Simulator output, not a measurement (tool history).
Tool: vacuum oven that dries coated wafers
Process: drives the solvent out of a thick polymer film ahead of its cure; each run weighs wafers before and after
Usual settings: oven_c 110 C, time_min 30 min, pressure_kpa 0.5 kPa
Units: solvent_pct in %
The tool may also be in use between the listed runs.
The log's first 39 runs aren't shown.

run   hour  oven_c  time_min  pressure_kpa  solvent_pct
 40  611.2     123        16          0.82          1.5
 41  624.4     110        49         0.277         0.21
 42  644.6     110        49         0.825         0.38
 43  663.1     110        49         0.825         0.33
 44  677.8     102        19         0.825         4.79
 45  698.7     118        35         0.825         0.34
 46  718.9     118        35         0.825         0.29
 47  732.6     106        35           1.6         1.42
 48  751.5     115        45           0.5         0.17

3 ways to go on from here, each from the tool as it stands after run 48. What would each give?
  A  766.7     103        40          1.49            ?
  B  766.7      99        30         1.922            ?
  C  766.7     110        30         0.428            ?

run  solvent_pct
  A         1.43
  B         3.39
  C         1.05
Without the tool's hidden state the same runs would have given:
run  solvent_pct
  A         1.43
  B          3.4
  C         1.05
